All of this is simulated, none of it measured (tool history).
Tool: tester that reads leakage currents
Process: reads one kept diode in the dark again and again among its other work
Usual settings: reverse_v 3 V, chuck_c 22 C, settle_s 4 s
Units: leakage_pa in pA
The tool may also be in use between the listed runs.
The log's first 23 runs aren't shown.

run	day	reverse_v	chuck_c	settle_s	leakage_pa
24	87.75	3	23	4	88.87
# day 90.562: tester calibrated
25	91.842	2.3	41	4	273.85
26	96.446	2.3	41	4	270.28
27	100.95	1.86	51	0.58	463.27
28	106.092	3	22	1.65	82.43
29	108.962	12.02	58	3.16	1882.41
30	113.283	3.43	52	1.23	667.43
31	118.704	3	22	0.38	83.14
# day 119.288: probe card cleaned and baked
32	123.858	3	22	0.38	77.86
33	128.017	13.84	22	0.38	177.99
34	132.462	1.86	38	0.53	188.73
35	137.858	13.02	43	6.96	731.62
36	141.829	13.02	43	6.96	725.24
37	145.125	13.02	43	6.96	724.14
38	148.317	4.76	41	0.58	372.46
39	153.475	4.76	41	0.58	369.95

4 ways to go on from here, each from the tool as it stands after run 39. What would each give?
A	157.554	1.14	22	1.52	?
B	157.554	4.76	24	9.1	?
C	157.554	4.94	29	6.4	?
D	157.554	19.02	22	6.84	?

run	leakage_pa
A	44.82
B	112.58
C	164.92
D	212.9
Without the tool's hidden state the same runs would have given:
run	leakage_pa
A	51.36
B	126.24
C	186.66
D	225.76

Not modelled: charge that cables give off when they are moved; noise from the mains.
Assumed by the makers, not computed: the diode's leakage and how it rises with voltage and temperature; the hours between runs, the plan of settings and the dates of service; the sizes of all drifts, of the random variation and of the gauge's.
